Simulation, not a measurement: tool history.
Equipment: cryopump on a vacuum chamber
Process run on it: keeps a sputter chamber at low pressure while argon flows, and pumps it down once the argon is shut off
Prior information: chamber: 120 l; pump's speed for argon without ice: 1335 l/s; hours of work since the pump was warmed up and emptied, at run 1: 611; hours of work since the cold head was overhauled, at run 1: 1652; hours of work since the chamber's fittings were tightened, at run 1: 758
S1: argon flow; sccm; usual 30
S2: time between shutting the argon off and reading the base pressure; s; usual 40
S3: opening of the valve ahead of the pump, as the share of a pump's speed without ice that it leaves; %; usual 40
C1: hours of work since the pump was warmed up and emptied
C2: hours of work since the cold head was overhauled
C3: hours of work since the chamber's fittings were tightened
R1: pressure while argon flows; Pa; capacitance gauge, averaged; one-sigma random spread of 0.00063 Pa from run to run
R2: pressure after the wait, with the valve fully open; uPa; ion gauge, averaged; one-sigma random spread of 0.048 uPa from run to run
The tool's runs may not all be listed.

run 1 day=0.000 | S1=30 S2=40 S3=40 | C1=611 C2=1652 C3=758 | R1=0.1012 R2=3.66
run 2 day=1.683 | S1=30 S2=40 S3=40 | C1=631 C2=1673 C3=778 | R1=0.1029 R2=3.76
run 3 day=5.112 | S1=30 S2=40 S3=40 | C1=673 C2=1715 C3=820 | R1=0.1023 R2=3.81
run 4 day=6.508 | S1=30 S2=40 S3=40 | C1=690 C2=1731 C3=837 | R1=0.1032 R2=3.69
run 5 day=9.088 | S1=30 S2=40 S3=40 | C1=721 C2=1763 C3=868 | R1=0.1041 R2=3.80
run 6 day=12.258 | S1=30 S2=43 S3=40 | C1=760 C2=1802 C3=907 | R1=0.1040 R2=3.74
run 7 day=15.542 | S1=30 S2=22 S3=40 | C1=800 C2=1842 C3=947 | R1=0.1044 R2=6.22
run 8 day=17.946 | S1=29 S2=37 S3=40 | C1=829 C2=1871 C3=976 | R1=0.1006 R2=4.21
run 9 day=20.592 | S1=29 S2=37 S3=40 | C1=861 C2=1903 C3=1009 | R1=0.1014 R2=4.24
run 10 day=22.225 | S1=42 S2=208 S3=48 | C1=881 C2=1923 C3=1029 | R1=0.1250 R2=1.91
run 11 day=23.833 | S1=30 S2=278 S3=46 | C1=901 C2=1943 C3=1048 | R1=0.0937 R2=1.71

Consider 3 possible next runs. They are alternatives, not a sequence: every one starts from the tool as it was left by run 11. What does each give?
run A day=26.329 | S1=53 S2=40 S3=40 | C1=931 C2=1973 C3=1079 | R1=? R2=?
run B day=26.329 | S1=30 S2=31 S3=42 | C1=931 C2=1973 C3=1079 | R1=? R2=?
run C day=26.329 | S1=30 S2=34 S3=40 | C1=931 C2=1973 C3=1079 | R1=? R2=?

run=A R1=0.1868 R2=4.22
run=B R1=0.0999 R2=4.87
run=C R1=0.1055 R2=4.59
Without the tool's hidden state the same runs would have given:
run=A R1=0.1676 R2=3.00
run=B R1=0.0890 R2=3.67
run=C R1=0.0945 R2=3.39
